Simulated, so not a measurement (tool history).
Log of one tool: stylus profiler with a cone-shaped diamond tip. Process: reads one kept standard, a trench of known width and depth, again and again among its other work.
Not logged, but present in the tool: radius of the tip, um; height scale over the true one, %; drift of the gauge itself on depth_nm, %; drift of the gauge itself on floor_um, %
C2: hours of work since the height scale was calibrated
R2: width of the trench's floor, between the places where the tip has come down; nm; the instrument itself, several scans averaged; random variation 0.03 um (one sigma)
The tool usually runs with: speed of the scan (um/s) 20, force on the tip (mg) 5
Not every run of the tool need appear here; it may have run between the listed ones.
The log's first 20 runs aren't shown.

run 21 hour=2038.7 | speed_of_the_scan_(um/s)=45 force_on_the_tip_(mg)=4.08 | scans_with_this_tip=30941 C2=468 | depth_of_the_trench_(nm)=102.43 R2=18620
run 22 hour=2142.8 | speed_of_the_scan_(um/s)=14 force_on_the_tip_(mg)=3.04 | scans_with_this_tip=31399 C2=512 | depth_of_the_trench_(nm)=101.95 R2=18680
run 23 hour=2259.5 | speed_of_the_scan_(um/s)=50 force_on_the_tip_(mg)=9.47 | scans_with_this_tip=31911 C2=563 | depth_of_the_trench_(nm)=104.26 R2=18630
run 24 hour=2379.2 | speed_of_the_scan_(um/s)=22 force_on_the_tip_(mg)=4.37 | scans_with_this_tip=32437 C2=614 | depth_of_the_trench_(nm)=102.51 R2=18720
run 25 hour=2465 | speed_of_the_scan_(um/s)=11 force_on_the_tip_(mg)=1.8 | scans_with_this_tip=32814 C2=651 | depth_of_the_trench_(nm)=101.41 R2=18640
-- hour=2577.2 new tip fitted, height scale calibrated
run 26 hour=2585 | speed_of_the_scan_(um/s)=44 force_on_the_tip_(mg)=2.55 | scans_with_this_tip=34 C2=3 | depth_of_the_trench_(nm)=101.79 R2=18590
run 27 hour=2649.1 | speed_of_the_scan_(um/s)=11 force_on_the_tip_(mg)=11.13 | scans_with_this_tip=316 C2=31 | depth_of_the_trench_(nm)=104.73 R2=18760
run 28 hour=2741.6 | speed_of_the_scan_(um/s)=11 force_on_the_tip_(mg)=11.13 | scans_with_this_tip=722 C2=71 | depth_of_the_trench_(nm)=104.82 R2=18730
run 29 hour=2844.3 | speed_of_the_scan_(um/s)=24 force_on_the_tip_(mg)=12.2 | scans_with_this_tip=1173 C2=115 | depth_of_the_trench_(nm)=105.04 R2=18630
run 30 hour=2967.3 | speed_of_the_scan_(um/s)=24 force_on_the_tip_(mg)=12.2 | scans_with_this_tip=1714 C2=168 | depth_of_the_trench_(nm)=105.13 R2=18690
run 31 hour=3095.2 | speed_of_the_scan_(um/s)=24 force_on_the_tip_(mg)=12.2 | scans_with_this_tip=2275 C2=222 | depth_of_the_trench_(nm)=105.07 R2=18760
run 32 hour=3207.5 | speed_of_the_scan_(um/s)=34 force_on_the_tip_(mg)=5.14 | scans_with_this_tip=2769 C2=271 | depth_of_the_trench_(nm)=102.84 R2=18650
run 33 hour=3339.8 | speed_of_the_scan_(um/s)=18 force_on_the_tip_(mg)=3.06 | scans_with_this_tip=3350 C2=327 | depth_of_the_trench_(nm)=101.99 R2=18630
run 34 hour=3400.4 | speed_of_the_scan_(um/s)=18 force_on_the_tip_(mg)=3.06 | scans_with_this_tip=3616 C2=354 | depth_of_the_trench_(nm)=102 R2=18630
run 35 hour=3482.9 | speed_of_the_scan_(um/s)=31 force_on_the_tip_(mg)=5.15 | scans_with_this_tip=3979 C2=389 | depth_of_the_trench_(nm)=102.84 R2=18680
run 36 hour=3569 | speed_of_the_scan_(um/s)=27 force_on_the_tip_(mg)=7.94 | scans_with_this_tip=4357 C2=426 | depth_of_the_trench_(nm)=103.87 R2=18720
run 37 hour=3685.5 | speed_of_the_scan_(um/s)=77 force_on_the_tip_(mg)=12.23 | scans_with_this_tip=4869 C2=476 | depth_of_the_trench_(nm)=105.09 R2=18630
run 38 hour=3799.8 | speed_of_the_scan_(um/s)=11 force_on_the_tip_(mg)=6.37 | scans_with_this_tip=5371 C2=525 | depth_of_the_trench_(nm)=103.22 R2=18740
run 39 hour=3936.3 | speed_of_the_scan_(um/s)=48 force_on_the_tip_(mg)=7.39 | scans_with_this_tip=5971 C2=584 | depth_of_the_trench_(nm)=103.69 R2=18650
run 40 hour=4036 | speed_of_the_scan_(um/s)=48 force_on_the_tip_(mg)=2.69 | scans_with_this_tip=6409 C2=626 | depth_of_the_trench_(nm)=101.88 R2=18550

Branching from run 40: 4 alternative next runs. What would each branch give?
run A hour=4110.4 | speed_of_the_scan_(um/s)=10 force_on_the_tip_(mg)=5.67 | scans_with_this_tip=6735 C2=658 | depth_of_the_trench_(nm)=? R2=?
run B hour=4110.4 | speed_of_the_scan_(um/s)=7 force_on_the_tip_(mg)=12.64 | scans_with_this_tip=6735 C2=658 | depth_of_the_trench_(nm)=? R2=?
run C hour=4110.4 | speed_of_the_scan_(um/s)=35 force_on_the_tip_(mg)=4.95 | scans_with_this_tip=6735 C2=658 | depth_of_the_trench_(nm)=? R2=?
run D hour=4110.4 | speed_of_the_scan_(um/s)=24 force_on_the_tip_(mg)=2.26 | scans_with_this_tip=6735 C2=658 | depth_of_the_trench_(nm)=? R2=?

run=A depth_of_the_trench_(nm)=103.08 R2=18650
run=B depth_of_the_trench_(nm)=105.17 R2=18660
run=C depth_of_the_trench_(nm)=102.78 R2=18650
run=D depth_of_the_trench_(nm)=101.67 R2=18600
With no hidden state in the tool, these same runs would have given:
run=A depth_of_the_trench_(nm)=103.08 R2=18650
run=B depth_of_the_trench_(nm)=105.18 R2=18670
run=C depth_of_the_trench_(nm)=102.78 R2=18650
run=D depth_of_the_trench_(nm)=101.67 R2=18600
